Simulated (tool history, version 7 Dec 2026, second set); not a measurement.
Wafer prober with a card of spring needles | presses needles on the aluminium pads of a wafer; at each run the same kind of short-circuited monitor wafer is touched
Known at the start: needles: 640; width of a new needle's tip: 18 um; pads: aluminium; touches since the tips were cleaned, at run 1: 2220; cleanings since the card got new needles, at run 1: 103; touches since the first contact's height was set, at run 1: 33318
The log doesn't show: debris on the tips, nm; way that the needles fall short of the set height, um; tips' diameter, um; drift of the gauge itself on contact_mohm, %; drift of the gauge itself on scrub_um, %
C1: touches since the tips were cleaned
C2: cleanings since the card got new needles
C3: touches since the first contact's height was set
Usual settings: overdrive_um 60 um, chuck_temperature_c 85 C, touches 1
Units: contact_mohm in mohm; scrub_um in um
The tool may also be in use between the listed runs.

run 1 hour=0.0 | overdrive_um=60 chuck_temperature_c=85 touches=1 | C1=2220 C2=103 C3=33318 | contact_mohm=202 scrub_um=11.16
-- hour=1.0 tips cleaned on abrasive film
-- hour=4.8 tips cleaned on abrasive film
-- hour=8.5 tips cleaned on abrasive film
-- hour=13.2 tips cleaned on abrasive film
-- hour=17.0 tips cleaned on abrasive film
-- hour=20.7 tips cleaned on abrasive film
-- hour=25.4 tips cleaned on abrasive film
run 2 hour=25.5 | overdrive_um=76 chuck_temperature_c=85 touches=1 | C1=91 C2=110 C3=49251 | contact_mohm=178 scrub_um=14.25
-- hour=29.3 tips cleaned on abrasive film
-- hour=33.0 tips cleaned on abrasive film
-- hour=36.8 tips cleaned on abrasive film
-- hour=40.5 tips cleaned on abrasive film
-- hour=44.8 tips cleaned on abrasive film
run 3 hour=44.8 | overdrive_um=76 chuck_temperature_c=85 touches=1 | C1=0 C2=115 C3=61304 | contact_mohm=175 scrub_um=13.82
-- hour=49.5 tips cleaned on abrasive film
-- hour=53.2 tips cleaned on abrasive film
-- hour=57.0 tips cleaned on abrasive film
-- hour=60.7 tips cleaned on abrasive film
run 4 hour=61.9 | overdrive_um=60 chuck_temperature_c=26 touches=1 | C1=741 C2=119 C3=72019 | contact_mohm=178 scrub_um=10.87
-- hour=64.7 tips cleaned on abrasive film
-- hour=68.5 tips cleaned on abrasive film
-- hour=72.2 tips cleaned on abrasive film
-- hour=76.0 tips cleaned on abrasive film
-- hour=79.8 tips cleaned on abrasive film
run 5 hour=79.8 | overdrive_um=60 chuck_temperature_c=50 touches=1 | C1=40 C2=124 C3=83208 | contact_mohm=176 scrub_um=10.86
-- hour=83.6 tips cleaned on abrasive film
-- hour=87.3 tips cleaned on abrasive film
-- hour=92.0 tips cleaned on abrasive film
-- hour=96.7 tips cleaned on abrasive film
-- hour=100.4 tips cleaned on abrasive film
-- hour=104.2 tips cleaned on abrasive film
run 6 hour=105.9 | overdrive_um=60 chuck_temperature_c=50 touches=1 | C1=1067 C2=130 C3=99535 | contact_mohm=186 scrub_um=10.81
-- hour=108.7 tips cleaned on abrasive film
-- hour=112.4 tips cleaned on abrasive film
-- hour=116.2 tips cleaned on abrasive film
-- hour=120.0 tips cleaned on abrasive film
-- hour=123.7 tips cleaned on abrasive film
run 7 hour=126.6 | overdrive_um=60 chuck_temperature_c=50 touches=1 | C1=1860 C2=135 C3=112544 | contact_mohm=202 scrub_um=10.53
-- hour=127.6 tips cleaned on abrasive film
-- hour=131.4 tips cleaned on abrasive film
-- hour=135.1 tips cleaned on abrasive film
-- hour=138.9 tips cleaned on abrasive film
-- hour=142.7 tips cleaned on abrasive film
-- hour=146.4 tips cleaned on abrasive film
-- hour=150.2 tips cleaned on abrasive film
-- hour=153.9 tips cleaned on abrasive film
run 8 hour=154.2 | overdrive_um=60 chuck_temperature_c=50 touches=1 | C1=199 C2=143 C3=129759 | contact_mohm=182 scrub_um=10.20
-- hour=158.0 tips cleaned on abrasive film
-- hour=161.7 tips cleaned on abrasive film
-- hour=165.5 tips cleaned on abrasive film
-- hour=169.3 tips cleaned on abrasive film
run 9 hour=172.4 | overdrive_um=60 chuck_temperature_c=50 touches=1 | C1=2047 C2=147 C3=141195 | contact_mohm=202 scrub_um=10.33
-- hour=173.5 tips cleaned on abrasive film
-- hour=177.2 tips cleaned on abrasive film
-- hour=181.9 tips cleaned on abrasive film
-- hour=185.6 tips cleaned on abrasive film
run 10 hour=187.1 | overdrive_um=60 chuck_temperature_c=50 touches=1 | C1=905 C2=151 C3=150316 | contact_mohm=188 scrub_um=9.88
-- hour=189.9 tips cleaned on abrasive film
-- hour=193.7 tips cleaned on abrasive film
-- hour=197.4 tips cleaned on abrasive film
-- hour=201.2 tips cleaned on abrasive film
-- hour=204.9 tips cleaned on abrasive film
run 11 hour=206.6 | overdrive_um=60 chuck_temperature_c=50 touches=1 | C1=1094 C2=156 C3=162559 | contact_mohm=196 scrub_um=10.20
-- hour=209.5 tips cleaned on abrasive film
-- hour=213.2 tips cleaned on abrasive film
-- hour=217.0 tips cleaned on abrasive film
-- hour=220.7 tips cleaned on abrasive film
-- hour=224.5 tips cleaned on abrasive film
run 12 hour=225.2 | overdrive_um=60 chuck_temperature_c=85 touches=1 | C1=426 C2=161 C3=174133 | contact_mohm=191 scrub_um=10.12
-- hour=228.9 tips cleaned on abrasive film
-- hour=232.7 tips cleaned on abrasive film
-- hour=236.4 tips cleaned on abrasive film
-- hour=240.2 tips cleaned on abrasive film
-- hour=244.9 tips cleaned on abrasive film
-- hour=248.6 tips cleaned on abrasive film
run 13 hour=250.3 | overdrive_um=46 chuck_temperature_c=85 touches=1 | C1=1065 C2=167 C3=189867 | contact_mohm=221 scrub_um=7.15
-- hour=251.5 height of the first contact set anew
-- hour=253.4 tips cleaned on abrasive film
-- hour=257.2 tips cleaned on abrasive film
-- hour=260.9 tips cleaned on abrasive film
-- hour=264.7 tips cleaned on abrasive film
-- hour=268.4 tips cleaned on abrasive film
-- hour=272.2 tips cleaned on abrasive film
-- hour=275.9 tips cleaned on abrasive film
run 14 hour=276.8 | overdrive_um=47 chuck_temperature_c=52 touches=1 | C1=543 C2=174 C3=15798 | contact_mohm=210 scrub_um=6.38

Forecast run 15:
-- hour=280.5 tips cleaned on abrasive film
-- hour=284.3 tips cleaned on abrasive film
-- hour=289.0 tips cleaned on abrasive film
-- hour=293.6 tips cleaned on abrasive film
run 15 hour=294.9 | overdrive_um=47 chuck_temperature_c=52 touches=1 | C1=836 C2=178 C3=27195 | contact_mohm=? scrub_um=?

contact_mohm: 218 mohm
scrub_um: 6.64 um
Without the tool's hidden state the same run would have given contact_mohm 173 mohm, scrub_um 9.02 um.

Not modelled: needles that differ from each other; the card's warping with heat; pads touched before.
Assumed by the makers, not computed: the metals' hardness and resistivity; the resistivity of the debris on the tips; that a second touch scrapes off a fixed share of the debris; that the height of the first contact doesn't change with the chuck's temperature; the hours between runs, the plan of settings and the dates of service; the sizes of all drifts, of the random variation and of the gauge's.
